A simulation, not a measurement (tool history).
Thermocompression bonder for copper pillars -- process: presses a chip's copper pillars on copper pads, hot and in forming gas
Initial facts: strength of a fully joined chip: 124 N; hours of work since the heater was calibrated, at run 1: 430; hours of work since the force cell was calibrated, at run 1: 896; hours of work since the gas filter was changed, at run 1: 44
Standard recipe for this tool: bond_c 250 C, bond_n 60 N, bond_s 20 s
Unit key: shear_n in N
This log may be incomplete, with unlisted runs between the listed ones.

run	hour	bond_c	bond_n	bond_s	hours of work since the heater was calibrated	hours of work since the force cell was calibrated	hours of work since the gas filter was changed	shear_n
1	0	250	60	20	430	896	44	86.9
2	44.4	250	60	20	461	927	75	86.1
3	72.7	233	60	20	481	947	95	70.3
4	109.4	279	60	20	507	973	121	109.5
5	155.1	270	60	20	539	1005	153	99.5
# hour 169.9: heater calibrated with a thermocouple chip
6	201.5	270	58	20	22	1036	184	96.1
7	237.1	270	58	20	47	1061	209	96.4
8	265.6	270	58	12	67	1081	229	84.8
9	297.4	270	58	12	90	1104	252	83.4
10	334	270	58	12	116	1130	278	85.7
11	374.7	270	58	12	144	1158	306	84.7
# hour 411.7: force cell calibrated
12	424.2	270	58	12	178	9	340	81.2
# hour 438.4: heater calibrated with a thermocouple chip, once more
13	469	266	58	12	22	39	370	86.5
# hour 477.8: forming gas filter changed
14	493.5	253	58	12	38	56	11	79.2
15	536.5	250	60	20	69	86	41	88.3
16	566.5	250	60	20	90	107	62	89.4
17	616.1	250	60	20	125	142	97	87.8
18	656.8	250	60	20	154	171	126	86.1
19	700.8	250	65	20	185	202	157	88.5
20	724.9	250	76	17	201	219	174	91.2
21	770.7	221	38	20	234	251	206	41.9
22	807.4	221	38	20	260	277	232	40.6
23	832.3	263	60	40	277	294	250	107.1
24	865	230	45	53	300	318	273	74.6
25	888.9	230	45	53	317	334	290	73.9
26	938.8	230	45	53	352	370	325	72.9
27	978.4	230	45	53	380	397	353	72
# hour 1016: forming gas filter changed
28	1018.6	230	45	53	408	425	2	76.5
29	1067.8	224	45	56	443	460	36	70.3
30	1120.3	220	82	54	480	497	73	90.9
31	1149.7	250	60	28	500	518	94	91.9
32	1194.2	250	60	28	532	549	126	90.4
# hour 1222.3: heater calibrated with a thermocouple chip
33	1241.9	250	60	28	14	581	158	94.9
34	1290.8	250	60	15	48	616	192	83.2
35	1313.2	250	60	15	64	632	208	83.1
36	1351.3	250	60	15	91	658	235	79.8
37	1384.6	257	63	24	114	682	258	96.5
38	1422.2	254	54	24	141	708	285	90

For some of the steps in shear_n from one run to the next: how much would appear even if the tool had no hidden state, given the settings, what came in and random variation, and how much remains for the hidden state plus any gauge scatter that the measured result and the result without hidden state don't share?
The tool's hidden condition here consists of: true temperature of the bond over the reading, C; force that reaches the chip, % of what is set; oxide that the forming gas leaves, % of the face; drift of the gauge itself on shear_n, %.
Run 3 -> 4: bond_c 233 -> 279. shear_n +39.2 N: hidden state +0.3, all else +38.9.
Run 12 -> 13: bond_c 270 -> 266, heater calibrated with a thermocouple chip, once more. shear_n +5.3 N: hidden state +7.9, all else -2.6.
Run 13 -> 14: bond_c 266 -> 253, forming gas filter changed. shear_n -7.3 N: hidden state +4.7, all else -12.
Run 20 -> 21: bond_c 250 -> 221, bond_n 76 -> 38, bond_s 17 -> 20. shear_n -49.3 N: hidden state +1.1, all else -50.4.
Run 22 -> 23: bond_c 221 -> 263, bond_n 38 -> 60, bond_s 20 -> 40. shear_n +66.5 N: hidden state -2.5, all else +69.
Run 32 -> 33: heater calibrated with a thermocouple chip. shear_n +4.5 N: hidden state +4, all else +0.5.
